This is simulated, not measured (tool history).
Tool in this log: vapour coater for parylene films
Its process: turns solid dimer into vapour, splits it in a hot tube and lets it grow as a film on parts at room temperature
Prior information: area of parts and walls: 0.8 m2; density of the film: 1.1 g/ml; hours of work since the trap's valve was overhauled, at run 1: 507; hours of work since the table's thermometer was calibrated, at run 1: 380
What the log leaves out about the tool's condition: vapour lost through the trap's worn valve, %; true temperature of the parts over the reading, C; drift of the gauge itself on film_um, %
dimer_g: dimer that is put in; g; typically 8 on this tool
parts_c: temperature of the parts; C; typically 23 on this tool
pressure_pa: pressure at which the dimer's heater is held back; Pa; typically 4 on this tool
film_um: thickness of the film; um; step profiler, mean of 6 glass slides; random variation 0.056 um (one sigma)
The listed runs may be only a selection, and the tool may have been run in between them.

| run | hour | dimer_g | parts_c | pressure_pa | hours of work since the trap's valve was overhauled | hours of work since the table's thermometer was calibrated | film_um |
|---|---|---|---|---|---|---|---|
| 1 | 0 | 8 | 23 | 4 | 507 | 380 | 6.52 |
| 2 | 14.6 | 8 | 23 | 4 | 513 | 386 | 6.59 |
| 3 | 39.9 | 8 | 23 | 4.99 | 524 | 397 | 6.42 |
| 4 | 66.9 | 8 | 23 | 4 | 535 | 408 | 6.52 |
|  | 95.8 | trap's valve overhauled |
| 5 | 103.1 | 8 | 23 | 2.38 | 3 | 421 | 6.99 |
| 6 | 135.1 | 8 | 23 | 2.38 | 16 | 434 | 7.1 |
| 7 | 167.9 | 8 | 23 | 2.38 | 30 | 448 | 7 |
| 8 | 190.2 | 8 | 23 | 2.38 | 39 | 457 | 7.14 |
| 9 | 219.1 | 8 | 17 | 2.38 | 51 | 469 | 8.94 |
| 10 | 250.8 | 8 | 17 | 2.38 | 64 | 482 | 8.94 |
| 11 | 283.3 | 8 | 17 | 2.38 | 77 | 495 | 8.92 |
| 12 | 308.1 | 8 | 17 | 2.38 | 87 | 505 | 8.91 |
| 13 | 333 | 8 | 23 | 4 | 97 | 516 | 6.53 |
| 14 | 357.2 | 8 | 23 | 4 | 107 | 526 | 6.51 |
| 15 | 389 | 8 | 23 | 4 | 120 | 539 | 6.55 |
| 16 | 417.9 | 8 | 23 | 4 | 132 | 551 | 6.56 |
| 17 | 433.9 | 8 | 23 | 3 | 139 | 557 | 6.77 |
| 18 | 452.2 | 8 | 23 | 8.65 | 146 | 565 | 5.86 |
| 19 | 468.9 | 5 | 23 | 8.65 | 153 | 571 | 3.67 |
| 20 | 485.9 | 8 | 23 | 4.22 | 160 | 578 | 6.5 |
| 21 | 515.5 | 8 | 23 | 4.22 | 172 | 591 | 6.42 |
| 22 | 548.4 | 8 | 23 | 4.22 | 186 | 604 | 6.49 |
| 23 | 575.7 | 8 | 23 | 4.22 | 197 | 615 | 6.43 |
| 24 | 598.3 | 8 | 23 | 4.22 | 206 | 625 | 6.38 |
| 25 | 616.3 | 8 | 23 | 4.22 | 214 | 632 | 6.55 |
| 26 | 642.9 | 8 | 23 | 4.22 | 225 | 643 | 6.36 |
| 27 | 660.1 | 8 | 19 | 5.44 | 232 | 650 | 7.45 |
| 28 | 688.7 | 8 | 21 | 4 | 244 | 662 | 7.1 |
| 29 | 703.7 | 3 | 27 | 5.7 | 250 | 668 | 1.93 |
| 30 | 736.8 | 10 | 31 | 5.7 | 263 | 682 | 5.43 |
| 31 | 760.5 | 10 | 31 | 6.48 | 273 | 691 | 5.19 |
| 32 | 788.9 | 10 | 34 | 6.48 | 285 | 703 | 4.57 |
| 33 | 815.6 | 5 | 32 | 9.97 | 296 | 714 | 2.34 |
| 34 | 832.1 | 4 | 23 | 4 | 303 | 721 | 3.22 |
| 35 | 851.6 | 4 | 23 | 4 | 311 | 729 | 3.28 |
| 36 | 869.9 | 5 | 23 | 4 | 318 | 736 | 4.12 |
| 37 | 893.7 | 12 | 20 | 11.28 | 328 | 746 | 9.53 |
| 38 | 924.3 | 3 | 31 | 8.89 | 340 | 759 | 1.47 |
| 39 | 939 | 8 | 22 | 6.26 | 346 | 765 | 6.49 |
| 40 | 959.5 | 6 | 22 | 8.68 | 355 | 773 | 4.63 |
| 41 | 992.3 | 6 | 29 | 8.68 | 368 | 787 | 3.31 |
| 42 | 1024.2 | 4 | 29 | 2.17 | 381 | 800 | 2.63 |
| 43 | 1056.7 | 12 | 18 | 9.99 | 395 | 813 | 10.83 |
| 44 | 1086.1 | 12 | 18 | 9.99 | 407 | 825 | 10.83 |
| 45 | 1110.8 | 12 | 18 | 9.99 | 417 | 835 | 10.97 |
| 46 | 1140.2 | 12 | 18 | 9.99 | 429 | 847 | 10.87 |
| 47 | 1155.3 | 10 | 20 | 3.23 | 435 | 853 | 9.65 |
| 48 | 1176.6 | 4 | 23 | 3.58 | 444 | 862 | 3.35 |

What differs in the tool's unlogged condition from the final listed run ahead of each entry between runs to the first listed run following it?
After run 4, before run 5: trap's valve overhauled (hour 95.8)
  vapour lost through the trap's worn valve, %: 0.2 -> 0
